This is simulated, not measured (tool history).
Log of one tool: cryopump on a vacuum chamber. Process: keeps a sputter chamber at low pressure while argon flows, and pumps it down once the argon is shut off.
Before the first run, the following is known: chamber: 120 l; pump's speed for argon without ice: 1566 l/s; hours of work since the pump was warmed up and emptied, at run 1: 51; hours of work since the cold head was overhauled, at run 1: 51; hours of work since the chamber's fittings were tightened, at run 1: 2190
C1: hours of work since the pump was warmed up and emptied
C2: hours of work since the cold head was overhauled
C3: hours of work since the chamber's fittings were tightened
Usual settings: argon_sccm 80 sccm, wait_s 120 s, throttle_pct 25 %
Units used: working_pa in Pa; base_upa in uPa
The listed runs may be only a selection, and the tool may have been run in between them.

run 1 hour=0.0 | argon_sccm=80 wait_s=120 throttle_pct=25 | C1=51 C2=51 C3=2190 | working_pa=0.3462 base_upa=1.63
run 2 hour=7.7 | argon_sccm=80 wait_s=120 throttle_pct=25 | C1=57 C2=57 C3=2196 | working_pa=0.3462 base_upa=1.64
run 3 hour=21.8 | argon_sccm=80 wait_s=120 throttle_pct=25 | C1=68 C2=68 C3=2207 | working_pa=0.3481 base_upa=1.61
run 4 hour=28.8 | argon_sccm=80 wait_s=120 throttle_pct=25 | C1=73 C2=73 C3=2212 | working_pa=0.3458 base_upa=1.63
run 5 hour=36.8 | argon_sccm=80 wait_s=49 throttle_pct=25 | C1=79 C2=79 C3=2218 | working_pa=0.3490 base_upa=2.37
run 6 hour=49.2 | argon_sccm=80 wait_s=120 throttle_pct=30 | C1=89 C2=89 C3=2227 | working_pa=0.2902 base_upa=1.65
run 7 hour=62.4 | argon_sccm=80 wait_s=120 throttle_pct=30 | C1=99 C2=99 C3=2237 | working_pa=0.2901 base_upa=1.65
run 8 hour=73.3 | argon_sccm=80 wait_s=120 throttle_pct=30 | C1=107 C2=107 C3=2246 | working_pa=0.2911 base_upa=1.65
run 9 hour=88.3 | argon_sccm=80 wait_s=120 throttle_pct=30 | C1=118 C2=118 C3=2257 | working_pa=0.2885 base_upa=1.68
run 10 hour=103.4 | argon_sccm=80 wait_s=120 throttle_pct=30 | C1=130 C2=130 C3=2269 | working_pa=0.2894 base_upa=1.67
run 11 hour=118.1 | argon_sccm=80 wait_s=120 throttle_pct=30 | C1=141 C2=141 C3=2280 | working_pa=0.2909 base_upa=1.67
run 12 hour=130.8 | argon_sccm=80 wait_s=120 throttle_pct=16 | C1=151 C2=151 C3=2289 | working_pa=0.5479 base_upa=1.75
run 13 hour=143.9 | argon_sccm=80 wait_s=120 throttle_pct=16 | C1=160 C2=160 C3=2299 | working_pa=0.5422 base_upa=1.65
run 14 hour=155.4 | argon_sccm=75 wait_s=202 throttle_pct=25 | C1=169 C2=169 C3=2308 | working_pa=0.3294 base_upa=1.53
run 15 hour=162.1 | argon_sccm=43 wait_s=120 throttle_pct=23 | C1=174 C2=174 C3=2313 | working_pa=0.2029 base_upa=1.66
run 16 hour=171.5 | argon_sccm=124 wait_s=120 throttle_pct=22 | C1=181 C2=181 C3=2320 | working_pa=0.6164 base_upa=1.74
run 17 hour=181.0 | argon_sccm=48 wait_s=35 throttle_pct=22 | C1=189 C2=189 C3=2327 | working_pa=0.2381 base_upa=3.02
run 18 hour=189.9 | argon_sccm=69 wait_s=43 throttle_pct=25 | C1=195 C2=195 C3=2334 | working_pa=0.3047 base_upa=2.77
run 19 hour=204.5 | argon_sccm=69 wait_s=43 throttle_pct=25 | C1=206 C2=206 C3=2345 | working_pa=0.3024 base_upa=2.71
run 20 hour=215.9 | argon_sccm=71 wait_s=120 throttle_pct=39 | C1=215 C2=215 C3=2354 | working_pa=0.1998 base_upa=1.69
run 21 hour=227.8 | argon_sccm=40 wait_s=120 throttle_pct=35 | C1=224 C2=224 C3=2363 | working_pa=0.1261 base_upa=1.71
run 22 hour=238.0 | argon_sccm=40 wait_s=120 throttle_pct=35 | C1=232 C2=232 C3=2371 | working_pa=0.1274 base_upa=1.76
run 23 hour=245.0 | argon_sccm=80 wait_s=117 throttle_pct=60 | C1=237 C2=237 C3=2376 | working_pa=0.1501 base_upa=1.76
run 24 hour=258.1 | argon_sccm=64 wait_s=120 throttle_pct=21 | C1=247 C2=247 C3=2386 | working_pa=0.3341 base_upa=1.78

How would selected steps in working_pa from run to run divide? Give the signed amount a tool lacking its hidden state would still show from settings, what came in and random variation, and the signed amount left for the hidden state, including any gauge scatter that is not in both of the compared results.
Hidden state present: pump's speed, % of a pump's without ice; cold plate's temperature, K; leak into the chamber, uPa l/s; drift of the gauge itself on working_pa, %; drift of the gauge itself on base_upa, %.
Run 15 -> 16: argon_sccm 43 -> 124, throttle_pct 23 -> 22. working_pa +0.4135 Pa: hidden state +0.0050, all else +0.4085.
Run 16 -> 17: argon_sccm 124 -> 48, wait_s 120 -> 35. working_pa -0.3783 Pa: hidden state -0.0045, all else -0.3738.
